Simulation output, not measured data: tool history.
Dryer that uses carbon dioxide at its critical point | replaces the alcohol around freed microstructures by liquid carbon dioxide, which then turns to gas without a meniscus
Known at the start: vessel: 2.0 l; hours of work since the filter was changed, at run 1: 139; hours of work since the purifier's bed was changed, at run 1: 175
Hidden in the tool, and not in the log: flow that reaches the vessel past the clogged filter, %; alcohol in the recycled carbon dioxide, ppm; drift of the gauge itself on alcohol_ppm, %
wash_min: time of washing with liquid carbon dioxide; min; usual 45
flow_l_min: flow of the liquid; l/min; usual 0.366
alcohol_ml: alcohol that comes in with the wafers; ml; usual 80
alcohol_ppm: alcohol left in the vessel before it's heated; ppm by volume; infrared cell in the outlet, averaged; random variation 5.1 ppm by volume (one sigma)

run,hour,wash_min,flow_l_min,alcohol_ml,hours of work since the filter was changed,hours of work since the purifier's bed was changed,alcohol_ppm
1,0,45,0.366,80,139,175,123
2,18.5,45,0.366,80,147,183,129
3,31.6,45,0.366,80,152,188,128
4,53.5,45,0.366,80,161,197,136
5,64.9,45,0.386,80,166,201,99
6,81,45,0.386,80,172,208,101
7,90.6,45,0.386,80,176,212,88
8,108.1,45,0.386,80,183,219,109
9,124.9,45,0.386,80,190,225,102
10,143.1,45,0.386,80,197,233,108
11,162.9,32,0.366,80,205,241,660
12,181.1,45,0.366,80,212,248,143
13,199,45,0.366,80,220,255,155
14,219.6,45,0.366,80,228,264,158
# hour 230.8: inlet filter changed
15,234.3,45,0.366,54,1,269,80
16,243.8,33,0.366,80,5,273,428
17,256.3,45,0.366,80,10,278,106
18,277,45,0.366,80,19,286,108
19,288.9,45,0.366,80,23,291,105
20,304.1,45,0.366,80,30,297,107
21,318.5,45,0.366,80,35,303,119
22,335.5,45,0.366,80,42,310,104
23,353.2,46,0.366,80,49,317,97
24,369.6,55,0.366,58,56,324,42
25,391.5,55,0.366,58,65,333,42
26,405.1,55,0.366,58,70,338,44
27,418.6,55,0.366,58,76,344,45
28,432.2,55,0.366,58,81,349,53
29,447.6,60,0.366,76,87,355,37
30,469.3,70,0.366,27,96,364,37
31,480.5,31,0.228,24,101,369,1009
32,490.4,54,0.315,30,105,373,65
33,499.4,54,0.315,30,108,376,70
34,510.9,54,0.315,30,113,381,61
35,523,54,0.315,97,118,386,142
36,536.7,45,0.288,39,123,391,223
37,549.1,45,0.288,22,128,396,140
38,568.8,65,0.429,22,136,404,30
39,580.2,65,0.429,22,141,409,31
40,601.6,40,0.572,69,150,417,43
41,622.9,40,0.572,69,158,426,39
42,642.4,62,0.275,25,166,434,66
43,656.9,45,0.366,20,172,440,69
44,674.3,59,0.619,67,179,447,45
45,688.7,51,0.233,26,185,453,258
46,703.7,30,0.366,80,191,459,848

4 ways to go on from here, each from the tool as it stands after run 46. What would each give?
A,722.1,30,0.487,80,198,466,?
B,722.1,41,0.583,61,198,466,?
C,722.1,65,0.321,25,198,466,?
D,722.1,68,0.394,80,198,466,?

run,alcohol_ppm
A,237
B,43
C,51
D,41
Without the tool's hidden state the same runs would have given:
run,alcohol_ppm
A,142
B,8
C,14
D,5
